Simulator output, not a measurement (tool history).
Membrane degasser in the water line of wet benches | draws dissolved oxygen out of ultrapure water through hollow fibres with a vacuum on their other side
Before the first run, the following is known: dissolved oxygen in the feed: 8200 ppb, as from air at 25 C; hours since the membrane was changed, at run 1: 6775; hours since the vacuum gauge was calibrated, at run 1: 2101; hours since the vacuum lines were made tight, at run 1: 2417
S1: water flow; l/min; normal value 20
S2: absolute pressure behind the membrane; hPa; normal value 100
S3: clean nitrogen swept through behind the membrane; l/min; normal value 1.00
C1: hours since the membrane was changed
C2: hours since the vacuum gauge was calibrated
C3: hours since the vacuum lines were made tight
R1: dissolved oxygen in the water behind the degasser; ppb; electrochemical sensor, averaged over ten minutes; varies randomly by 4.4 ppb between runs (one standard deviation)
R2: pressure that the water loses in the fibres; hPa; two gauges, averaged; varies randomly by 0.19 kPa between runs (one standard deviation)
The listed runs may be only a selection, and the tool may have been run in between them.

| run | day | S1 | S2 | S3 | C1 | C2 | C3 | R1 | R2 |
|---|---|---|---|---|---|---|---|---|---|
| 1 | 0.000 | 20 | 100 | 1.00 | 6775 | 2101 | 2417 | 503.8 | 408.9 |
| 2 | 6.279 | 20 | 100 | 1.00 | 6926 | 2251 | 2568 | 500.8 | 406.4 |
| 3 | 12.504 | 20 | 100 | 1.00 | 7076 | 2401 | 2717 | 496.4 | 411.8 |
| 4 | 17.088 | 27 | 100 | 1.00 | 7185 | 2511 | 2827 | 747.6 | 552.6 |
| 5 | 23.104 | 27 | 92 | 1.00 | 7330 | 2655 | 2972 | 706.4 | 555.6 |
| 6 | 28.692 | 20 | 100 | 0.56 | 7464 | 2789 | 3106 | 674.7 | 411.6 |
| 7 | 33.612 | 20 | 100 | 0.56 | 7582 | 2907 | 3224 | 686.9 | 410.7 |
|  | 35.842 | seals of the vacuum lines changed |
| 8 | 37.583 | 20 | 100 | 0.56 | 7675 | 3001 | 42 | 694.5 | 412.9 |
| 9 | 42.975 | 20 | 214 | 1.00 | 7805 | 3130 | 171 | 943.6 | 411.7 |
| 10 | 46.871 | 16 | 100 | 1.00 | 7898 | 3224 | 265 | 377.4 | 332.7 |
| 11 | 50.500 | 20 | 72 | 1.00 | 7985 | 3311 | 352 | 401.7 | 417.7 |
| 12 | 54.783 | 18 | 72 | 1.00 | 8088 | 3413 | 455 | 341.1 | 373.9 |
| 13 | 59.000 | 18 | 72 | 1.00 | 8189 | 3515 | 556 | 345.3 | 375.2 |
| 14 | 65.433 | 18 | 72 | 1.00 | 8344 | 3669 | 710 | 345.0 | 375.1 |
| 15 | 71.050 | 18 | 68 | 1.00 | 8479 | 3804 | 845 | 330.3 | 376.7 |
| 16 | 76.238 | 13 | 72 | 1.00 | 8603 | 3928 | 970 | 203.5 | 270.8 |
| 17 | 81.383 | 12 | 125 | 1.00 | 8727 | 4052 | 1093 | 329.5 | 249.4 |
|  | 81.858 | vacuum gauge calibrated |
| 18 | 87.996 | 29 | 154 | 1.21 | 8885 | 147 | 1251 | 1050.5 | 606.8 |
| 19 | 94.492 | 29 | 154 | 1.21 | 9041 | 303 | 1407 | 1035.1 | 613.8 |
|  | 97.592 | vacuum gauge calibrated, once more |
|  | 100.350 | membrane cartridge changed |
| 20 | 100.350 | 29 | 154 | 1.21 | 0 | 62 | 1543 | 904.0 | 542.7 |
| 21 | 107.112 | 15 | 154 | 1.21 | 162 | 225 | 1706 | 406.1 | 283.6 |
| 22 | 113.233 | 16 | 154 | 0.65 | 309 | 371 | 1852 | 688.9 | 300.2 |
| 23 | 119.017 | 16 | 154 | 0.65 | 448 | 510 | 1991 | 694.0 | 300.4 |
| 24 | 125.112 | 15 | 131 | 1.00 | 594 | 657 | 2138 | 399.6 | 284.4 |
| 25 | 131.538 | 15 | 131 | 0.55 | 749 | 811 | 2292 | 621.1 | 283.0 |
| 26 | 135.654 | 19 | 113 | 2.70 | 847 | 909 | 2391 | 275.8 | 358.2 |
| 27 | 139.179 | 19 | 113 | 2.70 | 932 | 994 | 2475 | 274.2 | 357.7 |
| 28 | 146.117 | 15 | 94 | 1.74 | 1098 | 1161 | 2642 | 204.6 | 286.2 |

Forecast each of these 4 alternatives for the next run:
| A | 149.188 | 26 | 100 | 0.92 | 1172 | 1234 | 2715 | ? | ? |
| B | 149.188 | 27 | 94 | 1.74 | 1172 | 1234 | 2715 | ? | ? |
| C | 149.188 | 15 | 120 | 1.74 | 1172 | 1234 | 2715 | ? | ? |
| D | 149.188 | 29 | 64 | 1.74 | 1172 | 1234 | 2715 | ? | ? |

| run | R1 | R2 |
|---|---|---|
| A | 661.2 | 492.6 |
| B | 511.2 | 514.2 |
| C | 253.5 | 285.9 |
| D | 480.6 | 549.8 |
Without the tool's unlogged condition, the same runs would have read:
| run | R1 | R2 |
|---|---|---|
| A | 640.3 | 485.2 |
| B | 491.7 | 506.5 |
| C | 243.2 | 281.7 |
| D | 459.2 | 541.6 |
